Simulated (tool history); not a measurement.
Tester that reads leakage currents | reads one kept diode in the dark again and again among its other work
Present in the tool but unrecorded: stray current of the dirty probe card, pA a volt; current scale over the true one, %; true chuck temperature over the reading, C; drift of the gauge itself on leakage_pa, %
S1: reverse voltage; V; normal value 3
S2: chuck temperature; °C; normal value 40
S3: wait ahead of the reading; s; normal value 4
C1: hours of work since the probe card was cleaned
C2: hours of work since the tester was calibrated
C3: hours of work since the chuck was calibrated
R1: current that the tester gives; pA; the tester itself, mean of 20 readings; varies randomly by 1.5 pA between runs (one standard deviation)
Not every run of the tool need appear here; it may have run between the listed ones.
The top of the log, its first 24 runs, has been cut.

| run | hour | S1 | S2 | S3 | C1 | C2 | C3 | R1 |
|---|---|---|---|---|---|---|---|---|
|  | 3755.9 | probe card cleaned and baked |
| 25 | 3781.5 | 1.17 | 40 | 1.35 | 14 | 3274 | 1676 | 296.48 |
| 26 | 3913.6 | 1.17 | 40 | 1.35 | 84 | 3345 | 1746 | 294.96 |
| 27 | 3998.4 | 5.54 | 40 | 1.46 | 129 | 3389 | 1791 | 719.4 |
| 28 | 4098.8 | 5.54 | 40 | 1.46 | 182 | 3443 | 1845 | 722.02 |
|  | 4157.7 | chuck's temperature calibrated |
| 29 | 4251.9 | 5.22 | 28 | 1.14 | 262 | 3523 | 50 | 264.23 |
| 30 | 4365.3 | 5.22 | 28 | 1.14 | 322 | 3583 | 110 | 262.1 |
| 31 | 4480.5 | 5.22 | 28 | 1.14 | 383 | 3644 | 171 | 263.53 |
| 32 | 4626.1 | 9.39 | 23 | 0.35 | 461 | 3721 | 248 | 246.23 |
| 33 | 4729.3 | 4.19 | 27 | 1.98 | 515 | 3776 | 303 | 213.88 |
| 34 | 4913.9 | 3 | 39 | 0.72 | 613 | 3874 | 401 | 468.45 |
| 35 | 4996.7 | 1.34 | 51 | 1.01 | 657 | 3918 | 445 | 728.63 |
| 36 | 5127.4 | 1.34 | 51 | 1.01 | 726 | 3987 | 514 | 729.07 |
| 37 | 5248.9 | 3 | 25 | 2.07 | 791 | 4052 | 579 | 148.81 |
| 38 | 5337.4 | 3 | 25 | 2.07 | 838 | 4099 | 626 | 148.88 |

3 options for the next run, each taken on its own from the tool as it stands now. Forecast them:
| A | 5512 | 5.26 | 25 | 4.6 | 930 | 4191 | 718 | ? |
| B | 5512 | 1.14 | 21 | 1.68 | 930 | 4191 | 718 | ? |
| C | 5512 | 3 | 25 | 0.33 | 930 | 4191 | 718 | ? |

| run | R1 |
|---|---|
| A | 204.19 |
| B | 60.19 |
| C | 149.82 |
Without the tool's hidden state the same runs would have given:
| run | R1 |
|---|---|
| A | 204.02 |
| B | 60.14 |
| C | 149.69 |
